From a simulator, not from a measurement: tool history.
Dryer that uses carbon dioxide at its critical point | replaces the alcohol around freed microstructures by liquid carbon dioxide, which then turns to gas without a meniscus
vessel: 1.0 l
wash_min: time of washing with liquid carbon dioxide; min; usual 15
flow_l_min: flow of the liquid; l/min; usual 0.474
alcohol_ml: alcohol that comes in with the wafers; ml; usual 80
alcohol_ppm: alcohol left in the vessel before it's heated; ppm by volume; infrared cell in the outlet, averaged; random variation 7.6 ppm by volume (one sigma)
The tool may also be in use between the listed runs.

run	hour	wash_min	flow_l_min	alcohol_ml	alcohol_ppm
1	0.0	15	0.474	80	521
2	42.1	16	0.474	80	403
3	71.4	16	0.474	80	416
4	121.7	16	0.474	80	446
5	168.4	16	0.474	80	483
6	213.9	16	0.474	80	472
7	249.9	16	0.474	80	493
8	283.9	16	0.474	80	501
9	324.1	16	0.474	97	609
10	346.8	15	0.474	80	700
11	373.3	15	0.474	80	735
12	419.4	15	0.474	80	766
13	455.7	15	0.474	80	777
# hour 490.7: inlet filter changed
14	504.2	15	0.474	80	557
15	552.4	15	0.474	80	583
16	578.9	15	0.474	80	575
# hour 619.0: purifier's bed changed
17	625.1	15	0.474	80	431
18	659.3	15	0.474	80	452
19	698.1	15	0.474	80	475
20	720.8	15	0.474	80	468
21	774.2	15	0.474	80	507
22	827.7	15	0.474	80	529
23	865.9	15	0.474	80	541
24	908.1	15	0.474	59	441
25	949.9	20	0.389	53	285
26	1003.4	12	0.418	117	3536
27	1047.7	15	0.418	117	1557
28	1099.1	18	0.418	117	735
29	1126.5	13	0.474	80	1193
30	1179.4	11	0.338	24	2006
31	1208.2	11	0.338	24	2053
32	1258.1	11	0.415	24	1180
33	1300.5	13	0.342	97	4825
# hour 1317.6: inlet filter changed
34	1344.7	10	0.474	88	2643
35	1397.9	12	0.641	115	541
36	1449.5	21	0.740	74	180
37	1490.0	21	0.740	74	183
# hour 1497.7: purifier's bed changed
38	1530.5	18	0.516	45	59
39	1566.1	17	0.782	80	19
40	1605.1	17	0.782	80	34
41	1629.0	17	0.782	80	30
42	1677.5	17	0.782	80	48
43	1724.3	15	0.392	42	687

4 ways to go on from here, each from the tool as it stands after run 43. What would each give?
A	1756.3	14	0.392	29	?
B	1756.3	13	0.668	57	?
C	1756.3	15	0.392	22	?
D	1756.3	15	0.413	66	?

run	alcohol_ppm
A	633
B	172
C	386
D	845
Without the tool's hidden state the same runs would have given:
run	alcohol_ppm
A	469
B	88
C	267
D	620

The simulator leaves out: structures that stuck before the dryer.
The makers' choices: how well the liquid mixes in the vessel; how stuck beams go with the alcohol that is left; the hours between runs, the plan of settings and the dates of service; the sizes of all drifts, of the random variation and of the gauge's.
